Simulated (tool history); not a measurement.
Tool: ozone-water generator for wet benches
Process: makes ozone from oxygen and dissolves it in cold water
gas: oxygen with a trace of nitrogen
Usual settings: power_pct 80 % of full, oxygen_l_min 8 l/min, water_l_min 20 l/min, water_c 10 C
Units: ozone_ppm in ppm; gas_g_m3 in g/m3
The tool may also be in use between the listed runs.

run   hour  power_pct  oxygen_l_min  water_l_min  water_c  ozone_ppm  gas_g_m3
  1      0         80             8           20       10       38.5       272
  2     27         80             8           20       10       38.5     269.9
  3   66.7         80             8           20       10       38.2     275.6
  4   90.2         80             8           20       10       38.1     270.6
  5  111.3         80             8           20       10       38.4     273.3
  6  132.1         80             8           20       10         39     271.7
  7    155         80             8           20       10       38.2     276.7
  8  196.3         80             8           20       10       38.9     272.1
  9  228.6         80             8           20       10         39     272.2
 10  259.7         80             8           20       18       34.2     274.3
 11  286.5         80             8           20       18       34.1     275.2
 12  323.3         80             8           20       18       33.8     275.6
 13  343.2         80             8           20       18       33.9     274.3
 14  375.6         66             8           20       10         33     230.7
 15  417.4         80             8           21       10       37.3     277.9
 16  462.3         80             8           20       10       38.8     278.5
 17    493         80             8           20       10       39.2     277.8
 18    537         69          7.91           29       15       23.8       245
 19  574.7         69          7.91           29       15         24     242.8
 20  618.4         80             8           26       12       30.7     277.6
 21  639.2         80             8           26       12       30.7     276.3
 22  674.2         72          9.93           20       10       34.7     224.9
 23    702         49          7.77           22        7       24.6     183.6
 24  724.2         49          7.77           22        7       24.3       183
 25  748.8         49          7.77           22        7       24.5       184
 26  777.1         49          8.26           22        7       24.4     177.7
 27  822.5         44          7.54           27       10       18.2     170.2
 28  846.3         80             8           20       11       37.9     276.5
 29  882.6         80             8           20       11       38.4     278.3
 30  909.2         43             8           20       11       21.5     161.8
 31    928         94          7.34           20        9       45.2     338.8
 32  951.5         94          7.34           20        9       45.1     340.6

Forecast each of these 3 alternatives for the next run:
  A  982.8         80             8           20       14          ?         ?
  B  982.8         59             8           20       13          ?         ?
  C  982.8         88          5.89           19        9          ?         ?

run  ozone_ppm  gas_g_m3
  A       36.1     277.8
  B       28.4     216.1
  C       44.2     358.4
Without the tool's hidden state the same runs would have given:
run  ozone_ppm  gas_g_m3
  A       36.1     271.4
  B       28.5     211.2
  C       44.2     350.3
